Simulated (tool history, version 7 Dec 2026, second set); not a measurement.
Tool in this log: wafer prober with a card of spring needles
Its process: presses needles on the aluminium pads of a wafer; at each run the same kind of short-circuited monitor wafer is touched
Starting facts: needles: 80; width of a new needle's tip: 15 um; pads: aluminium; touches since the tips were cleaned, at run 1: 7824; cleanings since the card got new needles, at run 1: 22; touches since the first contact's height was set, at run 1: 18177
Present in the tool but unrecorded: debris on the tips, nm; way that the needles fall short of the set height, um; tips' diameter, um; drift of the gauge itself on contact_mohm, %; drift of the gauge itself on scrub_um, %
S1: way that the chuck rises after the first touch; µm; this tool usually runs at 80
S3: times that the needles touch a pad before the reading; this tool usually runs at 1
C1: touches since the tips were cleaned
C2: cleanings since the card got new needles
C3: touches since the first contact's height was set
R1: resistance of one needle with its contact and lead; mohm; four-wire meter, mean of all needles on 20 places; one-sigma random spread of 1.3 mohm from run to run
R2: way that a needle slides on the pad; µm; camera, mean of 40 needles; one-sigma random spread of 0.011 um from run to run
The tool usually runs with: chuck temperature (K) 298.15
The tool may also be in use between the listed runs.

run 1 hour=0.0 | S1=80 chuck_temperature_(K)=298.15 S3=1 | C1=7824 C2=22 C3=18177 | R1=178 R2=11.06
-- hour=2.5 tips cleaned on abrasive film
run 2 hour=18.7 | S1=80 chuck_temperature_(K)=298.15 S3=1 | C1=4199 C2=23 C3=22987 | R1=196 R2=11.05
-- hour=34.5 tips cleaned on abrasive film
run 3 hour=43.2 | S1=80 chuck_temperature_(K)=298.15 S3=1 | C1=2238 C2=24 C3=29312 | R1=143 R2=11.05
run 4 hour=57.4 | S1=80 chuck_temperature_(K)=298.15 S3=1 | C1=5931 C2=24 C3=33005 | R1=171 R2=11.06
-- hour=67.6 tips cleaned on abrasive film
run 5 hour=79.3 | S1=80 chuck_temperature_(K)=298.15 S3=2 | C1=3042 C2=25 C3=38660 | R1=134 R2=11.04
run 6 hour=90.9 | S1=80 chuck_temperature_(K)=298.15 S3=2 | C1=6054 C2=25 C3=41672 | R1=143 R2=11.04
-- hour=99.8 tips cleaned on abrasive film
run 7 hour=109.3 | S1=80 chuck_temperature_(K)=298.15 S3=2 | C1=2472 C2=26 C3=46419 | R1=131 R2=11.06
run 8 hour=120.8 | S1=80 chuck_temperature_(K)=298.15 S3=2 | C1=5446 C2=26 C3=49393 | R1=142 R2=11.06
-- hour=129.1 tips cleaned on abrasive film, once more
run 9 hour=143.7 | S1=80 chuck_temperature_(K)=298.15 S3=2 | C1=3791 C2=27 C3=55306 | R1=138 R2=11.03
-- hour=162.8 tips cleaned on abrasive film
run 10 hour=163.2 | S1=80 chuck_temperature_(K)=298.15 S3=2 | C1=92 C2=28 C3=60330 | R1=112 R2=11.03
run 11 hour=187.1 | S1=80 chuck_temperature_(K)=307.15 S3=2 | C1=6278 C2=28 C3=66516 | R1=146 R2=11.03
-- hour=195.0 tips cleaned on abrasive film
run 12 hour=208.9 | S1=80 chuck_temperature_(K)=307.15 S3=2 | C1=3599 C2=29 C3=72145 | R1=137 R2=11.01
run 13 hour=226.1 | S1=80 chuck_temperature_(K)=307.15 S3=2 | C1=8056 C2=29 C3=76602 | R1=150 R2=11.02
-- hour=227.8 tips cleaned on abrasive film
run 14 hour=242.4 | S1=87 chuck_temperature_(K)=299.15 S3=2 | C1=3784 C2=30 C3=80815 | R1=134 R2=11.98
run 15 hour=255.4 | S1=61 chuck_temperature_(K)=298.15 S3=1 | C1=7149 C2=30 C3=84180 | R1=217 R2=8.38
-- hour=260.3 tips cleaned on abrasive film
run 16 hour=275.9 | S1=61 chuck_temperature_(K)=298.15 S3=1 | C1=4032 C2=31 C3=89469 | R1=193 R2=8.35
-- hour=293.0 tips cleaned on abrasive film
run 17 hour=295.6 | S1=61 chuck_temperature_(K)=298.15 S3=1 | C1=690 C2=32 C3=94563 | R1=145 R2=8.37
run 18 hour=318.5 | S1=61 chuck_temperature_(K)=298.15 S3=1 | C1=6625 C2=32 C3=100498 | R1=217 R2=8.34
-- hour=326.6 tips cleaned on abrasive film
run 19 hour=333.1 | S1=79 chuck_temperature_(K)=378.15 S3=2 | C1=1686 C2=33 C3=104249 | R1=137 R2=10.85

Forecast each of these 4 alternatives for the next run:
run A hour=355.4 | S1=80 chuck_temperature_(K)=298.15 S3=2 | C1=7468 C2=33 C3=110031 | R1=? R2=?
run B hour=355.4 | S1=76 chuck_temperature_(K)=376.15 S3=1 | C1=7468 C2=33 C3=110031 | R1=? R2=?
run C hour=355.4 | S1=71 chuck_temperature_(K)=378.15 S3=2 | C1=7468 C2=33 C3=110031 | R1=? R2=?
run D hour=355.4 | S1=70 chuck_temperature_(K)=369.15 S3=1 | C1=7468 C2=33 C3=110031 | R1=? R2=?

run=A R1=148 R2=10.98
run=B R1=188 R2=10.41
run=C R1=167 R2=9.73
run=D R1=199 R2=9.61
Without the tool's hidden state the same runs would have given:
run=A R1=108 R2=11.08
run=B R1=123 R2=10.51
run=C R1=123 R2=9.83
run=D R1=122 R2=9.70

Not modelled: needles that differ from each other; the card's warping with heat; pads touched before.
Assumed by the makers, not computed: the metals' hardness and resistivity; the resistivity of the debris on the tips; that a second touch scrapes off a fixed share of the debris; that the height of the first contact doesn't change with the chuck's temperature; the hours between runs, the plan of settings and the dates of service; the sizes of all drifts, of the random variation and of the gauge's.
